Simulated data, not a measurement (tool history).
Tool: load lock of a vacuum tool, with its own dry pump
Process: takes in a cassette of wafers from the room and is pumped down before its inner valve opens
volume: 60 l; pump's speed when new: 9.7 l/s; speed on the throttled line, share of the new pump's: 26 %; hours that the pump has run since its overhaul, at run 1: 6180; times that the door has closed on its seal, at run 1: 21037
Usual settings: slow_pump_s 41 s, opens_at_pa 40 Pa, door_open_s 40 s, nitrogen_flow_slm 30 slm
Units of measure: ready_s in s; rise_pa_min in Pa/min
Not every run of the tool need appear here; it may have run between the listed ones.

run	hour	slow_pump_s	opens_at_pa	door_open_s	nitrogen_flow_slm	hours that the pump has run since its overhaul	times that the door has closed on its seal	incoming humidity of the room's air, %	ready_s	rise_pa_min
1	0.0	41	40	40	30	6180	21037	46.3	80.8	0.144
2	206.1	41	44	40	30	6386	21614	43.3	80.7	0.149
3	441.5	70	44	40	30	6622	22274	45.7	101.4	0.156
4	625.7	70	44	40	30	6806	22790	45.0	101.4	0.159
5	732.2	70	44	40	30	6912	23088	44.7	101.7	0.168
6	917.7	70	44	40	30	7098	23608	44.2	101.2	0.174
7	1152.3	70	44	40	30	7333	24265	45.6	102.5	0.186
8	1290.1	70	44	40	30	7470	24651	46.9	100.7	0.183
9	1444.9	70	44	40	30	7625	25085	50.3	101.4	0.192
10	1592.1	41	68	40	30	7772	25498	45.6	79.4	0.198
11	1734.2	41	40	40	30	7914	25896	44.8	81.8	0.203
12	1896.4	41	40	40	30	8077	26350	45.7	80.9	0.203
13	2130.8	25	40	40	30	8311	27007	45.5	70.4	0.217
14	2284.2	41	40	40	40	8464	27437	45.2	81.9	0.223
15	2480.9	43	40	40	30	8661	27988	44.8	84.5	0.221
16	2702.6	43	40	40	30	8883	28609	47.5	84.1	0.237
17	2842.2	43	40	40	30	9022	29001	43.1	84.1	0.239
18	3063.1	41	40	149	30	9243	29619	45.9	82.4	0.267
19	3241.2	41	40	87	30	9421	30118	49.2	81.9	0.264
20	3406.8	41	40	87	30	9587	30583	41.8	81.6	0.259
21	3571.3	35	55	176	44	9752	31044	44.4	76.7	0.285
22	3735.4	32	55	176	36	9916	31503	43.8	75.3	0.283
23	3854.8	32	55	212	26	10035	31838	46.3	74.5	0.307
24	4032.9	32	55	212	26	10213	32337	46.5	74.8	0.314
25	4170.6	74	29	40	30	10351	32723	47.3	109.9	0.286
26	4342.3	74	29	40	30	10523	33204	47.2	109.3	0.295
27	4494.0	74	29	40	30	10674	33629	43.4	107.9	0.310
28	4622.6	63	63	39	10	10803	33989	42.8	96.3	0.308
29	4731.1	53	38	152	30	10911	34293	43.8	92.6	0.323
30	4857.9	41	40	86	30	11038	34648	41.8	83.6	0.323
31	5000.3	25	38	40	30	11180	35047	44.1	72.1	0.322
32	5105.9	57	38	40	30	11286	35343	43.2	95.9	0.327
33	5244.5	42	40	40	30	11425	35732	48.6	84.1	0.330
34	5390.6	42	40	71	30	11571	36141	43.6	84.5	0.341
35	5611.1	42	40	71	30	11791	36759	49.0	84.0	0.349
36	5751.5	42	40	71	30	11932	37152	48.0	83.8	0.361
37	5993.2	28	32	35	7	12173	37830	48.3	76.3	0.371

Some steps in ready_s, run to run, broken into two amounts with sign: the step expected even without the hidden condition (settings, incoming material, random variation), and the rest, left for the hidden condition together with whatever gauge scatter is not in both the measured and the hidden-condition-free result:
Hidden state present: pump's speed, % of a new pump's; leak at the door's seal, Pa l/s; drift of the gauge itself on ready_s, %; drift of the gauge itself on rise_pa_min, %.
Run 9 -> 10: slow_pump_s 70 -> 41, opens_at_pa 44 -> 68. ready_s -22.0 s: hidden state +0.6, all else -22.6.
Run 24 -> 25: slow_pump_s 32 -> 74, opens_at_pa 55 -> 29, door_open_s 212 -> 40, nitrogen_flow_slm 26 -> 30. ready_s +35.1 s: hidden state -0.7, all else +35.8.
Run 28 -> 29: slow_pump_s 63 -> 53, opens_at_pa 63 -> 38, door_open_s 39 -> 152, nitrogen_flow_slm 10 -> 30. ready_s -3.7 s: hidden state +0.8, all else -4.5.
Run 31 -> 32: slow_pump_s 25 -> 57. ready_s +23.8 s: hidden state -0.7, all else +24.5.
Run 36 -> 37: slow_pump_s 42 -> 28, opens_at_pa 40 -> 32, door_open_s 71 -> 35, nitrogen_flow_slm 30 -> 7. ready_s -7.5 s: hidden state +0.8, all else -8.3.

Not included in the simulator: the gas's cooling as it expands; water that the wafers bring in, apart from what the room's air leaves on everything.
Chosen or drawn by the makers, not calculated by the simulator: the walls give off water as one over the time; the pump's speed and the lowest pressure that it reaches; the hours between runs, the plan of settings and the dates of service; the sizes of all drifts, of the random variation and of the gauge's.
